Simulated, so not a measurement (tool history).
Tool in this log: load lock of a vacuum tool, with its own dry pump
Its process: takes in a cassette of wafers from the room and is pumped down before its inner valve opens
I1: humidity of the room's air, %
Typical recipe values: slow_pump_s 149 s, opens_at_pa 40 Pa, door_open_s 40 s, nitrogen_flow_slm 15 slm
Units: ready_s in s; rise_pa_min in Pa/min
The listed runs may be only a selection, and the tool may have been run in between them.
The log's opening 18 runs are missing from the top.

Run 19, hour 1534.4: usual settings but nitrogen_flow_slm 40 slm; I1 46.8. Result: ready_s 195 s, rise_pa_min 0.159 Pa/min.
Run 20, hour 1608.4: usual settings but opens_at_pa 70 Pa, door_open_s 49 s, nitrogen_flow_slm 40 slm; I1 41.8. Result: ready_s 192.5 s, rise_pa_min 0.159 Pa/min.
Run 21, hour 1673.4: usual settings but slow_pump_s 141 s, opens_at_pa 51 Pa; I1 38.8. Result: ready_s 187.4 s, rise_pa_min 0.169 Pa/min.
Run 22, hour 1724.1: usual settings but opens_at_pa 65 Pa, door_open_s 174 s; I1 44.8. Result: ready_s 191.5 s, rise_pa_min 0.207 Pa/min.
Run 23, hour 1812.7: usual settings but slow_pump_s 120 s, opens_at_pa 30 Pa, door_open_s 90 s; I1 48.2. Result: ready_s 171.6 s, rise_pa_min 0.191 Pa/min.
Run 24, hour 1860: usual settings but slow_pump_s 114 s, opens_at_pa 41 Pa; I1 43.3. Result: ready_s 163.8 s, rise_pa_min 0.175 Pa/min.
Run 25, hour 1914.7: usual settings but slow_pump_s 78 s, opens_at_pa 57 Pa, door_open_s 204 s, nitrogen_flow_slm 6 slm; I1 43.8. Result: ready_s 128.8 s, rise_pa_min 0.221 Pa/min.
Run 26, hour 1965.2: usual settings but slow_pump_s 244 s, opens_at_pa 48 Pa, door_open_s 47 s; I1 46. Result: ready_s 280.3 s, rise_pa_min 0.179 Pa/min.
Run 27, hour 2072.1: usual settings but slow_pump_s 180 s, opens_at_pa 48 Pa, door_open_s 80 s; I1 44.2. Result: ready_s 222.6 s, rise_pa_min 0.196 Pa/min.
Run 28, hour 2158.2: usual settings but opens_at_pa 80 Pa, door_open_s 212 s, nitrogen_flow_slm 28 slm; I1 44.6. Result: ready_s 191.1 s, rise_pa_min 0.213 Pa/min.
Run 29, hour 2262.9: usual settings but opens_at_pa 66 Pa, nitrogen_flow_slm 10 slm; I1 42.6. Result: ready_s 192.5 s, rise_pa_min 0.192 Pa/min.

Run 30 comes next. What will it give?
Run 30, hour 2360.5: usual settings but opens_at_pa 66 Pa, nitrogen_flow_slm 10 slm; I1 43.9. Result: ready_s ?, rise_pa_min ?.

ready_s: 193.1 s
rise_pa_min: 0.188 Pa/min
With the hidden condition absent and the run-to-run variation left alone, this run would have shown ready_s 192.4 s, rise_pa_min 0.025 Pa/min.

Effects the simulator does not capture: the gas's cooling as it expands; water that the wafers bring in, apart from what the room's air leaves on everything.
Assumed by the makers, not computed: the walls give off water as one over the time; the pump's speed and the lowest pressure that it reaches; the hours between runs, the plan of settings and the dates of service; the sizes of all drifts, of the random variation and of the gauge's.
